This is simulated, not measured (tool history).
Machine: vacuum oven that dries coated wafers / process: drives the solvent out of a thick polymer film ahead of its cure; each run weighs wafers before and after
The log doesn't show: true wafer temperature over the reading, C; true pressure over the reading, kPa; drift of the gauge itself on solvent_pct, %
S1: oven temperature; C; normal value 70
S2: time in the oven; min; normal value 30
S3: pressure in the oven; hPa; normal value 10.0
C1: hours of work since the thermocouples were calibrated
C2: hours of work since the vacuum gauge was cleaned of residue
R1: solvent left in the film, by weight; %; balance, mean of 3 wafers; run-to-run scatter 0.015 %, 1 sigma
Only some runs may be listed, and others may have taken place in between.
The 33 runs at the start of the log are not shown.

run	day	S1	S2	S3	C1	C2	R1
34	18.967	80	30	27.9	305	330	0.49
35	19.579	70	28	38.4	312	337	1.80
36	19.946	78	50	15.0	316	341	0.22
37	20.592	80	17	10.0	323	348	1.19
38	21.379	80	17	9.4	332	357	1.20
39	21.821	70	31	30.3	337	362	1.40
40	22.188	80	31	12.7	341	366	0.30
41	23.008	80	15	12.7	350	375	1.59
42	23.462	57	49	21.5	355	381	2.32
43	23.921	57	49	21.5	361	386	2.30
44	24.396	70	18	23.6	366	391	3.16
45	25.017	60	44	23.6	373	398	2.05
46	25.625	76	25	23.6	380	405	0.96
47	26.021	70	39	10.0	384	409	0.60
48	26.400	83	21	33.6	389	414	0.68

Predict each of these 3 candidate next runs independently; none follows another, all start after run 48:
A	26.938	80	30	7.1	395	420	?
B	26.938	56	49	29.7	395	420	?
C	26.938	70	30	36.3	395	420	?

run	R1
A	0.24
B	2.76
C	1.59
Take away the tool's hidden state, keep each run's random variation, and the runs would have read:
run	R1
A	0.26
B	2.94
C	1.71
